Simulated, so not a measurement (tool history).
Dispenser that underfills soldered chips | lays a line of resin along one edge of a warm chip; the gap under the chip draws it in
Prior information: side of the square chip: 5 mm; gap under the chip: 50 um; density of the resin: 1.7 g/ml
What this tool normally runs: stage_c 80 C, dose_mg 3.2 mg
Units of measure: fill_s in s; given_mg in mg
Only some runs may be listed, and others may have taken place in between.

Run 1, hour 0: usual settings. Result: fill_s 17.1 s, given_mg 3.16 mg.
At hour 2.5: new syringe of resin.
Run 2, hour 4.9: usual settings. Result: fill_s 14.7 s, given_mg 3.16 mg.
At hour 11.2: new syringe of resin.
Run 3, hour 13: usual settings. Result: fill_s 14.8 s, given_mg 3.14 mg.
At hour 20.4: new syringe of resin.
Run 4, hour 22: usual settings. Result: fill_s 14.8 s, given_mg 3.13 mg.
At hour 29.1: new syringe of resin.
Run 5, hour 30.2: usual settings. Result: fill_s 13.5 s, given_mg 3.14 mg.
At hour 38.2: new syringe of resin.
Run 6, hour 40.5: usual settings. Result: fill_s 15 s, given_mg 3.08 mg.
Run 7, hour 45.3: usual settings. Result: fill_s 17.2 s, given_mg 3.11 mg.
At hour 47.1: new syringe of resin.
At hour 55.7: new syringe of resin.
Run 8, hour 55.7: usual settings but dose_mg 3.61 mg. Result: fill_s 13.1 s, given_mg 3.5 mg.
Run 9, hour 60.2: usual settings but dose_mg 3.61 mg. Result: fill_s 15.5 s, given_mg 3.51 mg.
At hour 64.7: new syringe of resin.
Run 10, hour 69.1: usual settings but dose_mg 3.67 mg. Result: fill_s 15.3 s, given_mg 3.53 mg.
At hour 73.4: new syringe of resin.
Run 11, hour 74.1: usual settings but stage_c 75 C. Result: fill_s 17.7 s, given_mg 3.07 mg.
Run 12, hour 78.6: usual settings. Result: fill_s 16.3 s, given_mg 3.08 mg.
At hour 82.2: new syringe of resin.
Run 13, hour 85: usual settings. Result: fill_s 14.6 s, given_mg 3.06 mg.
At hour 91: new syringe of resin.
Run 14, hour 94.1: usual settings but stage_c 78 C, dose_mg 2.9 mg. Result: fill_s 17.1 s, given_mg 2.76 mg.
Run 15, hour 98.3: usual settings but stage_c 89 C, dose_mg 3.48 mg. Result: fill_s 11 s, given_mg 3.32 mg.
At hour 99.7: new syringe of resin.
At hour 108.3: new syringe of resin.
Run 16, hour 108.5: usual settings but stage_c 67 C. Result: fill_s 26.1 s, given_mg 3.04 mg.
At hour 111.8: dispensing valve cleaned and set on the balance.
Run 17, hour 117.6: usual settings but stage_c 85 C, dose_mg 2.84 mg. Result: fill_s 13.5 s, given_mg 2.86 mg.
At hour 118.5: new syringe of resin.
Run 18, hour 123.5: usual settings but stage_c 85 C, dose_mg 2.84 mg. Result: fill_s 13.1 s, given_mg 2.85 mg.
At hour 127.6: new syringe of resin.
Run 19, hour 129.8: usual settings but stage_c 85 C, dose_mg 2.84 mg. Result: fill_s 12 s, given_mg 2.83 mg.
At hour 136.8: new syringe of resin.
Run 20, hour 136.9: usual settings but stage_c 85 C, dose_mg 2.84 mg. Result: fill_s 10.7 s, given_mg 2.81 mg.
At hour 145.6: new syringe of resin.
Run 21, hour 146.9: usual settings but stage_c 91 C, dose_mg 3.64 mg. Result: fill_s 8.1 s, given_mg 3.63 mg.
At hour 154.7: new syringe of resin.
Run 22, hour 157.1: usual settings but stage_c 91 C, dose_mg 3.64 mg. Result: fill_s 8.3 s, given_mg 3.6 mg.
Run 23, hour 162.6: usual settings but stage_c 81 C, dose_mg 3.78 mg. Result: fill_s 16.5 s, given_mg 3.75 mg.
At hour 163.6: new syringe of resin.
Run 24, hour 167.4: usual settings but stage_c 85 C, dose_mg 3.21 mg. Result: fill_s 11.8 s, given_mg 3.18 mg.
At hour 173: new syringe of resin.
Run 25, hour 175.2: usual settings but stage_c 73 C, dose_mg 3.88 mg. Result: fill_s 20.2 s, given_mg 3.79 mg.

Branching from run 25: 4 alternative next runs. What would each branch give?
At hour 181.8: new syringe of resin.
Run A, hour 183.2: usual settings but stage_c 89 C, dose_mg 3.41 mg. Result: fill_s ?, given_mg ?.
At hour 181.8: new syringe of resin.
Run B, hour 183.2: usual settings but stage_c 87 C, dose_mg 3.06 mg. Result: fill_s ?, given_mg ?.
At hour 181.8: new syringe of resin.
Run C, hour 183.2: usual settings but stage_c 73 C, dose_mg 2.99 mg. Result: fill_s ?, given_mg ?.
At hour 181.8: new syringe of resin.
Run D, hour 183.2: usual settings but stage_c 71 C, dose_mg 3 mg. Result: fill_s ?, given_mg ?.

run  fill_s  given_mg
  A     8.9      3.34
  B     9.9         3
  C    19.6      2.93
  D    21.7      2.91
Without the tool's hidden state the same runs would have given:
run  fill_s  given_mg
  A     8.8      3.42
  B     9.8      3.07
  C    19.4      2.99
  D    21.5      2.98
